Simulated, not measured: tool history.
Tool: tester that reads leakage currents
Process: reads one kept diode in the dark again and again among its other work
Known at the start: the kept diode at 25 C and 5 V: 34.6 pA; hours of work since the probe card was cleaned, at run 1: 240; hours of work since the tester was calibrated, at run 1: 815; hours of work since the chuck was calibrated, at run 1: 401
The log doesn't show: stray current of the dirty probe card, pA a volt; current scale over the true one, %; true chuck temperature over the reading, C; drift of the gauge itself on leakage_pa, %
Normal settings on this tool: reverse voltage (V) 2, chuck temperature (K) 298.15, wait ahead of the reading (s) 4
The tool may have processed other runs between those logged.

run,hour,reverse voltage (V),chuck temperature (K),wait ahead of the reading (s),hours of work since the probe card was cleaned,hours of work since the tester was calibrated,hours of work since the chuck was calibrated,current that the tester gives (pA)
1,0,2,298.15,4,240,815,401,27.1
2,35.3,2,298.15,4,266,841,428,27.24
3,62.5,2,298.15,4,286,862,448,27.41
4,114.3,2,298.15,4,325,900,486,27.71
5,151.8,2,298.15,4,353,928,514,27.52
6,179.2,2,298.15,4,373,948,535,27.57
7,226.9,2,298.15,4,409,984,570,28.05
8,249.9,2,298.15,4,426,1001,587,28.41
9,291.8,2,298.15,4,457,1032,618,28.19
10,325.6,2,298.15,4,482,1057,644,28.52
11,355,2,298.15,4,504,1079,665,28.31
12,400.5,2,298.15,4,538,1113,699,28.65
13,445.4,2.34,298.15,4,571,1146,733,30.59
14,495.7,2.34,298.15,4,609,1184,770,30.81
15,523.2,2.34,298.15,4,629,1204,791,30.96
16,569.1,2,298.15,4,663,1238,825,29.16
17,617.8,2,298.15,4,699,1274,861,29.42
18,639.6,2.9,301.15,4,716,1291,877,42.78
19,688,2,294.15,0.8,752,1327,913,22.15
20,737.4,2,294.15,0.8,788,1363,950,22.33
21,759.1,4.09,298.15,2.96,804,1380,966,39.53
22,800.7,4.09,298.15,2.96,835,1411,997,40.08
23,845.7,6.88,322.15,4.87,869,1444,1030,265.92
24,891.8,6.88,322.15,4.87,903,1478,1065,264.03
25,930,6.88,322.15,4.87,932,1507,1093,266.7
26,951.3,6.88,303.15,1.38,947,1523,1109,72.12
27,991.5,6.88,303.15,1.38,977,1552,1139,72.76
28,1039,5.81,303.15,0.53,1013,1588,1174,68.81
29,1076.3,1.44,314.15,9.39,1040,1616,1202,89.96
30,1100.7,1.44,314.15,9.39,1059,1634,1220,89.88
31,1124.5,2,298.15,8.94,1076,1651,1238,31.56
32,1147,17.93,304.15,8.94,1093,1668,1254,120.69
33,1186.1,17.93,304.15,8.94,1122,1697,1284,121.95
34,1226.6,17.93,304.15,8.94,1152,1727,1314,122.69

What would each run have given without the hidden state, its run-to-run variation left as it was?
run,current that the tester gives (pA)
1,25.54
2,25.55
3,25.61
4,25.7
5,25.39
6,25.35
7,25.63
8,25.88
9,25.52
10,25.7
11,25.41
12,25.57
13,26.98
14,26.99
15,27.03
16,25.46
17,25.54
18,37.07
19,18.58
20,18.59
21,32.38
22,32.62
23,238.1
24,235.5
25,237.14
26,57.87
27,58.03
28,55.29
29,79.63
30,79.39
31,25.7
32,85.74
33,86.05
34,85.86

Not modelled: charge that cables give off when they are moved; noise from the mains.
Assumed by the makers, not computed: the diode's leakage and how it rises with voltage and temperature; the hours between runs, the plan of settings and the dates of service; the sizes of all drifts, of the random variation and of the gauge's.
